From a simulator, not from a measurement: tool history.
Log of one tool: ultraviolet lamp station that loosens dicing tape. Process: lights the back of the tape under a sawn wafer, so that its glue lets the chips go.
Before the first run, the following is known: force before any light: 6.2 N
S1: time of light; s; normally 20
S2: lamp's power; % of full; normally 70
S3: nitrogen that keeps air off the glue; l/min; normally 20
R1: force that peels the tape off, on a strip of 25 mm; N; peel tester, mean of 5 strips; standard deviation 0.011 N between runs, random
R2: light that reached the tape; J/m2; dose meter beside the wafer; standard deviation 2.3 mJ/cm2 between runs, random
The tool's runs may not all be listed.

run,hour,S1,S2,S3,R1,R2
1,0,20,70,20,0.491,2220
2,23.1,10,70,20,1.672,1090
3,61.5,10,70,20,1.643,1100
4,97.4,12,70,20,1.27,1260
5,127.3,12,70,20,1.262,1310
6,169.1,20,72,20,0.459,2240
7,186.9,20,72,6,0.838,2250
8,205.8,20,72,6,0.838,2270
9,232.9,20,72,6,0.807,2290
10,264.5,11,70,9,1.865,1230
11,299,30,66,9,0.336,3090
12,319.2,30,66,9,0.353,3080

4 ways to go on from here, each from the tool as it stands after run 12. What would each give?
A,356.1,20,70,7,?,?
B,356.1,20,67,20,?,?
C,356.1,27,70,20,?,?
D,356.1,20,70,20,?,?

run,R1,R2
A,0.792,2200
B,0.533,2060
C,0.252,2950
D,0.5,2170
Take away the tool's hidden state, keep each run's random variation, and the runs would have read:
run,R1,R2
A,0.789,2200
B,0.53,2070
C,0.251,2960
D,0.497,2180
